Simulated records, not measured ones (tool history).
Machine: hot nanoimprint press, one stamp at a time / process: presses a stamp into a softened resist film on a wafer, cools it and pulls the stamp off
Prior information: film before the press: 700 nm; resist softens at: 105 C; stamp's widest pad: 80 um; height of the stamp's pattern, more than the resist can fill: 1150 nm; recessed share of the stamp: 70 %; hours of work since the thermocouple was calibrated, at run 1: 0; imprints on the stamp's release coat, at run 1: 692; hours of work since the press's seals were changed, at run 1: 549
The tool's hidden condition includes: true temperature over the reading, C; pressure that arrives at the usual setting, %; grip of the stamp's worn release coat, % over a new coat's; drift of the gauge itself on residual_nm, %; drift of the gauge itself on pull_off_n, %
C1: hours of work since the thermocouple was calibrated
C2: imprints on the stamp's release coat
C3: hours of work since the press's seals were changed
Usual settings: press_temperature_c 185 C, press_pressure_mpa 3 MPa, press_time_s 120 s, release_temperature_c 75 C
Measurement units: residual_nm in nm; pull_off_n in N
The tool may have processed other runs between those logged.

{"run": 1, "hour": 0.0, "press_temperature_c": 185, "press_pressure_mpa": 3, "press_time_s": 120, "release_temperature_c": 75, "C1": 0, "C2": 692, "C3": 549, "residual_nm": 399, "pull_off_n": 125}
{"run": 2, "hour": 51.2, "press_temperature_c": 185, "press_pressure_mpa": 3, "press_time_s": 120, "release_temperature_c": 75, "C1": 29, "C2": 864, "C3": 577, "residual_nm": 394.6, "pull_off_n": 139}
{"run": 3, "hour": 112.6, "press_temperature_c": 185, "press_pressure_mpa": 3, "press_time_s": 120, "release_temperature_c": 75, "C1": 63, "C2": 1069, "C3": 612, "residual_nm": 394.9, "pull_off_n": 133}
{"run": 4, "hour": 181.4, "press_temperature_c": 185, "press_pressure_mpa": 3, "press_time_s": 120, "release_temperature_c": 75, "C1": 101, "C2": 1299, "C3": 650, "residual_nm": 401.1, "pull_off_n": 143}
{"run": 5, "hour": 214.2, "press_temperature_c": 185, "press_pressure_mpa": 3, "press_time_s": 120, "release_temperature_c": 75, "C1": 120, "C2": 1409, "C3": 668, "residual_nm": 393.8, "pull_off_n": 146}
{"run": 6, "hour": 277.9, "press_temperature_c": 185, "press_pressure_mpa": 3, "press_time_s": 120, "release_temperature_c": 75, "C1": 155, "C2": 1622, "C3": 704, "residual_nm": 396.3, "pull_off_n": 148}
{"hour": 311.3, "done": "stamp cleaned and given a new release coat"}
{"run": 7, "hour": 329.9, "press_temperature_c": 185, "press_pressure_mpa": 3, "press_time_s": 120, "release_temperature_c": 75, "C1": 181, "C2": 62, "C3": 730, "residual_nm": 392.1, "pull_off_n": 122}
{"run": 8, "hour": 376.9, "press_temperature_c": 185, "press_pressure_mpa": 3, "press_time_s": 120, "release_temperature_c": 75, "C1": 207, "C2": 219, "C3": 756, "residual_nm": 392.7, "pull_off_n": 119}
{"run": 9, "hour": 433.1, "press_temperature_c": 185, "press_pressure_mpa": 3, "press_time_s": 120, "release_temperature_c": 75, "C1": 239, "C2": 407, "C3": 787, "residual_nm": 389.4, "pull_off_n": 131}
{"run": 10, "hour": 463.9, "press_temperature_c": 185, "press_pressure_mpa": 3, "press_time_s": 120, "release_temperature_c": 75, "C1": 256, "C2": 510, "C3": 805, "residual_nm": 390.5, "pull_off_n": 126}
{"run": 11, "hour": 520.6, "press_temperature_c": 185, "press_pressure_mpa": 3, "press_time_s": 120, "release_temperature_c": 75, "C1": 288, "C2": 700, "C3": 836, "residual_nm": 392.7, "pull_off_n": 133}
{"run": 12, "hour": 566.8, "press_temperature_c": 185, "press_pressure_mpa": 3, "press_time_s": 120, "release_temperature_c": 75, "C1": 313, "C2": 854, "C3": 862, "residual_nm": 386.7, "pull_off_n": 131}
{"hour": 587.3, "done": "press's hydraulic seals changed and the load cell set to zero"}
{"run": 13, "hour": 608.4, "press_temperature_c": 185, "press_pressure_mpa": 3, "press_time_s": 120, "release_temperature_c": 75, "C1": 332, "C2": 967, "C3": 12, "residual_nm": 385.3, "pull_off_n": 133}
{"run": 14, "hour": 664.1, "press_temperature_c": 187, "press_pressure_mpa": 3, "press_time_s": 120, "release_temperature_c": 75, "C1": 363, "C2": 1153, "C3": 43, "residual_nm": 350.9, "pull_off_n": 140}
{"run": 15, "hour": 719.4, "press_temperature_c": 187, "press_pressure_mpa": 3, "press_time_s": 120, "release_temperature_c": 75, "C1": 394, "C2": 1338, "C3": 74, "residual_nm": 351.2, "pull_off_n": 141}
{"run": 16, "hour": 748.8, "press_temperature_c": 185, "press_pressure_mpa": 2.21, "press_time_s": 76, "release_temperature_c": 78, "C1": 411, "C2": 1437, "C3": 90, "residual_nm": 482, "pull_off_n": 128}
{"run": 17, "hour": 807.9, "press_temperature_c": 185, "press_pressure_mpa": 2.37, "press_time_s": 77, "release_temperature_c": 78, "C1": 444, "C2": 1634, "C3": 123, "residual_nm": 467.2, "pull_off_n": 129}
{"hour": 829.0, "done": "plate thermocouple calibrated"}
{"hour": 840.9, "done": "stamp cleaned and given a new release coat"}
{"run": 18, "hour": 855.7, "press_temperature_c": 185, "press_pressure_mpa": 2.37, "press_time_s": 77, "release_temperature_c": 77, "C1": 12, "C2": 49, "C3": 145, "residual_nm": 463.3, "pull_off_n": 112}
{"run": 19, "hour": 913.9, "press_temperature_c": 185, "press_pressure_mpa": 2.37, "press_time_s": 77, "release_temperature_c": 77, "C1": 44, "C2": 244, "C3": 177, "residual_nm": 460.4, "pull_off_n": 115}
{"run": 20, "hour": 981.8, "press_temperature_c": 193, "press_pressure_mpa": 2.37, "press_time_s": 85, "release_temperature_c": 79, "C1": 82, "C2": 471, "C3": 215, "residual_nm": 336.3, "pull_off_n": 116}
{"run": 21, "hour": 1029.6, "press_temperature_c": 176, "press_pressure_mpa": 2.65, "press_time_s": 71, "release_temperature_c": 73, "C1": 109, "C2": 631, "C3": 242, "residual_nm": 574.3, "pull_off_n": 127}
{"run": 22, "hour": 1077.0, "press_temperature_c": 185, "press_pressure_mpa": 3, "press_time_s": 166, "release_temperature_c": 75, "C1": 135, "C2": 790, "C3": 269, "residual_nm": 326.3, "pull_off_n": 130}
{"run": 23, "hour": 1111.6, "press_temperature_c": 185, "press_pressure_mpa": 3, "press_time_s": 166, "release_temperature_c": 75, "C1": 155, "C2": 905, "C3": 288, "residual_nm": 319.4, "pull_off_n": 134}
{"run": 24, "hour": 1179.5, "press_temperature_c": 192, "press_pressure_mpa": 2.45, "press_time_s": 217, "release_temperature_c": 75, "C1": 193, "C2": 1133, "C3": 326, "residual_nm": 232.5, "pull_off_n": 126}
{"hour": 1196.5, "done": "plate thermocouple calibrated, once more"}
{"run": 25, "hour": 1228.4, "press_temperature_c": 192, "press_pressure_mpa": 2.45, "press_time_s": 217, "release_temperature_c": 75, "C1": 18, "C2": 1286, "C3": 352, "residual_nm": 265.5, "pull_off_n": 148}
{"run": 26, "hour": 1295.8, "press_temperature_c": 180, "press_pressure_mpa": 2.25, "press_time_s": 72, "release_temperature_c": 65, "C1": 55, "C2": 1512, "C3": 389, "residual_nm": 562.1, "pull_off_n": 171}
{"run": 27, "hour": 1333.7, "press_temperature_c": 180, "press_pressure_mpa": 2.63, "press_time_s": 224, "release_temperature_c": 65, "C1": 77, "C2": 1638, "C3": 410, "residual_nm": 416.1, "pull_off_n": 183}
{"hour": 1362.7, "done": "stamp cleaned and given a new release coat"}
{"run": 28, "hour": 1389.0, "press_temperature_c": 185, "press_pressure_mpa": 3, "press_time_s": 95, "release_temperature_c": 70, "C1": 104, "C2": 87, "C3": 438, "residual_nm": 428, "pull_off_n": 141}
{"run": 29, "hour": 1442.7, "press_temperature_c": 178, "press_pressure_mpa": 1.86, "press_time_s": 120, "release_temperature_c": 75, "C1": 134, "C2": 267, "C3": 468, "residual_nm": 561.4, "pull_off_n": 122}

Forecast each of these 3 alternatives for the next run:
{"run": "A", "hour": 1495.0, "press_temperature_c": 177, "press_pressure_mpa": 3, "press_time_s": 120, "release_temperature_c": 75, "C1": 163, "C2": 442, "C3": 497, "residual_nm": "?", "pull_off_n": "?"}
{"run": "B", "hour": 1495.0, "press_temperature_c": 178, "press_pressure_mpa": 2.02, "press_time_s": 120, "release_temperature_c": 75, "C1": 163, "C2": 442, "C3": 497, "residual_nm": "?", "pull_off_n": "?"}
{"run": "C", "hour": 1495.0, "press_temperature_c": 185, "press_pressure_mpa": 4.18, "press_time_s": 186, "release_temperature_c": 77, "C1": 163, "C2": 442, "C3": 497, "residual_nm": "?", "pull_off_n": "?"}

run=A residual_nm=519.3 pull_off_n=131
run=B residual_nm=545.1 pull_off_n=125
run=C residual_nm=292.1 pull_off_n=126
Take away the tool's hidden state, keep each run's random variation, and the runs would have read:
run=A residual_nm=524.4 pull_off_n=126
run=B residual_nm=550.5 pull_off_n=120
run=C residual_nm=294.9 pull_off_n=122
